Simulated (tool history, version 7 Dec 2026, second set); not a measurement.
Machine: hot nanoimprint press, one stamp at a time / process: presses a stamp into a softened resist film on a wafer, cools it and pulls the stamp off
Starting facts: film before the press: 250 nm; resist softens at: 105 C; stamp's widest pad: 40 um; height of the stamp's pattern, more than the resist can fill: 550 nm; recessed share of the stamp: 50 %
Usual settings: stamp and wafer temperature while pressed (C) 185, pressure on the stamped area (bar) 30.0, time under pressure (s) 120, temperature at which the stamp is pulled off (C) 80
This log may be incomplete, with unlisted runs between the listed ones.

| run | hour | stamp and wafer temperature while pressed (C) | pressure on the stamped area (bar) | time under pressure (s) | temperature at which the stamp is pulled off (C) | resist left under the stamp's widest pad (angstrom) | greatest force while the stamp is pulled off (N) |
|---|---|---|---|---|---|---|---|
| 1 | 0.0 | 185 | 30.0 | 120 | 80 | 1222 | 157 |
| 2 | 13.3 | 185 | 30.0 | 120 | 80 | 1214 | 154 |
| 3 | 27.2 | 188 | 30.0 | 120 | 80 | 1134 | 155 |
| 4 | 39.5 | 188 | 30.0 | 120 | 80 | 1143 | 155 |
| 5 | 48.4 | 188 | 30.0 | 120 | 80 | 1134 | 158 |
| 6 | 62.3 | 186 | 30.0 | 120 | 80 | 1205 | 160 |
| 7 | 75.5 | 186 | 30.0 | 120 | 80 | 1189 | 153 |
| 8 | 89.0 | 186 | 30.0 | 120 | 80 | 1194 | 159 |
| 9 | 95.0 | 186 | 30.0 | 120 | 80 | 1191 | 165 |
| 10 | 106.2 | 186 | 30.0 | 120 | 80 | 1205 | 159 |
| 11 | 116.0 | 186 | 30.0 | 120 | 80 | 1204 | 165 |
| 12 | 121.7 | 186 | 30.0 | 120 | 80 | 1205 | 166 |
| 13 | 132.5 | 186 | 30.0 | 120 | 80 | 1213 | 170 |
| 14 | 140.4 | 186 | 30.0 | 120 | 80 | 1204 | 168 |
| 15 | 149.3 | 186 | 30.0 | 120 | 80 | 1191 | 166 |
|  | 157.3 | stamp cleaned and given a new release coat |
| 16 | 168.4 | 194 | 31.9 | 120 | 73 | 946 | 174 |
| 17 | 179.8 | 194 | 31.9 | 120 | 73 | 932 | 174 |
| 18 | 192.1 | 191 | 27.6 | 190 | 87 | 943 | 128 |
| 19 | 198.0 | 177 | 30.0 | 120 | 74 | 1523 | 168 |
| 20 | 210.3 | 187 | 30.2 | 104 | 86 | 1248 | 133 |
| 21 | 216.8 | 187 | 47.2 | 181 | 86 | 804 | 128 |
| 22 | 228.9 | 185 | 30.0 | 120 | 73 | 1236 | 187 |
| 23 | 237.5 | 185 | 30.0 | 120 | 73 | 1251 | 177 |
| 24 | 248.3 | 191 | 30.0 | 120 | 76 | 1063 | 170 |
| 25 | 255.2 | 178 | 43.8 | 88 | 76 | 1370 | 170 |
| 26 | 267.1 | 189 | 43.8 | 88 | 86 | 1017 | 132 |
| 27 | 278.7 | 193 | 37.7 | 217 | 66 | 725 | 210 |
| 28 | 287.0 | 194 | 36.3 | 217 | 66 | 711 | 212 |
| 29 | 299.2 | 194 | 36.3 | 217 | 66 | 717 | 209 |

A few steps of resist left under the stamp's widest pad (angstrom) between consecutive runs. Split each: what settings, incoming material and random variation would produce without the hidden state, and what is left over for the hidden state, along with gauge scatter present in only one of the two compared results (measured, and without hidden state):
Hidden state at play: true temperature over the reading, C; pressure that arrives at the usual setting, %; grip of the stamp's worn release coat, % over a new coat's; drift of the gauge itself on residual_nm, %; drift of the gauge itself on pull_off_n, %.
Run 18 -> 19: stamp and wafer temperature while pressed (C) 191 -> 177, pressure on the stamped area (bar) 27.6 -> 30.0, time under pressure (s) 190 -> 120, temperature at which the stamp is pulled off (C) 87 -> 74. resist left under the stamp's widest pad (angstrom) +580: hidden state +25, all else +555.
Run 20 -> 21: pressure on the stamped area (bar) 30.2 -> 47.2, time under pressure (s) 104 -> 181. resist left under the stamp's widest pad (angstrom) -444: hidden state -16, all else -428.
Run 24 -> 25: stamp and wafer temperature while pressed (C) 191 -> 178, pressure on the stamped area (bar) 30.0 -> 43.8, time under pressure (s) 120 -> 88. resist left under the stamp's widest pad (angstrom) +307: hidden state +22, all else +285.
